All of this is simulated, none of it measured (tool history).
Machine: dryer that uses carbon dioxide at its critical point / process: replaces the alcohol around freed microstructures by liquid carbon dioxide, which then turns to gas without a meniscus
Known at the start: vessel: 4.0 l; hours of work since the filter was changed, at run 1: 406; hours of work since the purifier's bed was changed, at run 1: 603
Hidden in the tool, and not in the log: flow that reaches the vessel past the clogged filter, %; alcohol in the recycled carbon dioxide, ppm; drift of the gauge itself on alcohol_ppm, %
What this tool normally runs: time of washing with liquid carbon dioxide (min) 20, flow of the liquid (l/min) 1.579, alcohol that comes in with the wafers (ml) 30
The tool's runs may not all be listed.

run   hour  time of washing with liquid carbon dioxide (min)  flow of the liquid (l/min)  alcohol that comes in with the wafers (ml)  hours of work since the filter was changed  hours of work since the purifier's bed was changed  alcohol left in the vessel before it's heated (ppm by volume)
  1    0.0                                                20                       1.579                                          30                                         406                                                 603                                                            244
  2   14.6                                                20                       0.990                                          30                                         413                                                 610                                                            367
  3   30.3                                                20                       0.990                                          30                                         420                                                 618                                                            364
  4   50.4                                                20                       0.990                                          30                                         430                                                 627                                                            372
  5   75.2                                                20                       0.990                                          30                                         442                                                 639                                                            381
  6  105.3                                                22                       1.579                                          30                                         456                                                 654                                                            266

Run 7, settings as shown, results not yet in. Your forecast:
  7  126.1                                                28                       1.630                                          30                                         467                                                 664                                                              ?

{"run 7": {"alcohol left in the vessel before it's heated (ppm by volume)": 257}}
If the tool had no hidden condition, the same run with the same run-to-run variation would have returned alcohol left in the vessel before it's heated (ppm by volume) 9.
